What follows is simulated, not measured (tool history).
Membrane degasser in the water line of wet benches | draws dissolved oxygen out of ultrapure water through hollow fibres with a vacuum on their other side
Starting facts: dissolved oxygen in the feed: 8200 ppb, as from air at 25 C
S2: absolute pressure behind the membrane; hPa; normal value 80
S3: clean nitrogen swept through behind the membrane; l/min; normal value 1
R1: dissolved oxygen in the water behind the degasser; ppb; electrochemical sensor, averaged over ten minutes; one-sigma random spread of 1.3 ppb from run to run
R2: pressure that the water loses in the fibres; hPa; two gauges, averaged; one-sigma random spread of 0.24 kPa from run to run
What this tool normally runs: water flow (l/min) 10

Run 1, hour 0: usual settings. Result: R1 131.8 ppb, R2 646.6 hPa.
Run 2, hour 57.7: usual settings but S3 1.13 l/min. Result: R1 119.7 ppb, R2 651.3 hPa.
Run 3, hour 171.4: usual settings but S3 1.13 l/min. Result: R1 119 ppb, R2 652.9 hPa.
Run 4, hour 272.8: usual settings but S3 1.13 l/min. Result: R1 122.6 ppb, R2 647.2 hPa.
Run 5, hour 390.2: usual settings but S3 1.13 l/min. Result: R1 119.6 ppb, R2 651.4 hPa.
Run 6, hour 462.5: usual settings but S2 117.6 hPa. Result: R1 221.2 ppb, R2 651.3 hPa.
Run 7, hour 575.1: usual settings but S2 117.6 hPa. Result: R1 223.5 ppb, R2 653.4 hPa.
Run 8, hour 696.5: usual settings but S2 117.6 hPa. Result: R1 224.9 ppb, R2 647.4 hPa.
Run 9, hour 750.2: usual settings but water flow (l/min) 7. Result: R1 93.7 ppb, R2 459.4 hPa.
Run 10, hour 823.4: usual settings but water flow (l/min) 7. Result: R1 92.6 ppb, R2 454.4 hPa.
Run 11, hour 918.3: usual settings but water flow (l/min) 7. Result: R1 92.8 ppb, R2 454.9 hPa.
Run 12, hour 1020.1: usual settings but water flow (l/min) 7. Result: R1 96.8 ppb, R2 457.1 hPa.
Run 13, hour 1130: usual settings. Result: R1 134.8 ppb, R2 656.1 hPa.
Run 14, hour 1218.8: usual settings but S3 0.62 l/min. Result: R1 201 ppb, R2 657.2 hPa.
Run 15, hour 1289.2: usual settings but S2 69.1 hPa. Result: R1 112.2 ppb, R2 656 hPa.
Run 16, hour 1366.1: usual settings. Result: R1 136.4 ppb, R2 656.7 hPa.
Run 17, hour 1460.2: usual settings. Result: R1 132.9 ppb, R2 656.6 hPa.
Run 18, hour 1565.1: usual settings but water flow (l/min) 8, S2 144.1 hPa. Result: R1 235 ppb, R2 527.8 hPa.
Run 19, hour 1634.6: usual settings but water flow (l/min) 8, S2 144.1 hPa. Result: R1 236.2 ppb, R2 533.8 hPa.
Run 20, hour 1729: usual settings but water flow (l/min) 11, S3 0.95 l/min. Result: R1 156.3 ppb, R2 724.3 hPa.
Run 21, hour 1806.2: usual settings but water flow (l/min) 8, S2 59.6 hPa, S3 1.15 l/min. Result: R1 60.3 ppb, R2 529.4 hPa.
Run 22, hour 1866.4: usual settings but water flow (l/min) 9, S2 199.5 hPa, S3 2.59 l/min. Result: R1 161.5 ppb, R2 594.9 hPa.
Run 23, hour 1953.8: usual settings but water flow (l/min) 9, S2 199.5 hPa, S3 2.59 l/min. Result: R1 164.2 ppb, R2 596.6 hPa.
Run 24, hour 2050.7: usual settings but S3 2.33 l/min. Result: R1 71.5 ppb, R2 661.1 hPa.
At hour 2097.8: seals of the vacuum lines changed.
Run 25, hour 2157: usual settings but S2 53.2 hPa, S3 1.52 l/min. Result: R1 53.1 ppb, R2 667.3 hPa.

Run 26 has not been measured yet. What should we expect?
Run 26, hour 2218.9: usual settings but water flow (l/min) 8, S2 86.6 hPa, S3 1.14 l/min. Result: R1 ?, R2 ?.

R1: 101.9 ppb
R2: 530.9 hPa
With the hidden condition absent and the run-to-run variation left alone, this run would have shown R1 96.5 ppb, R2 511 hPa.

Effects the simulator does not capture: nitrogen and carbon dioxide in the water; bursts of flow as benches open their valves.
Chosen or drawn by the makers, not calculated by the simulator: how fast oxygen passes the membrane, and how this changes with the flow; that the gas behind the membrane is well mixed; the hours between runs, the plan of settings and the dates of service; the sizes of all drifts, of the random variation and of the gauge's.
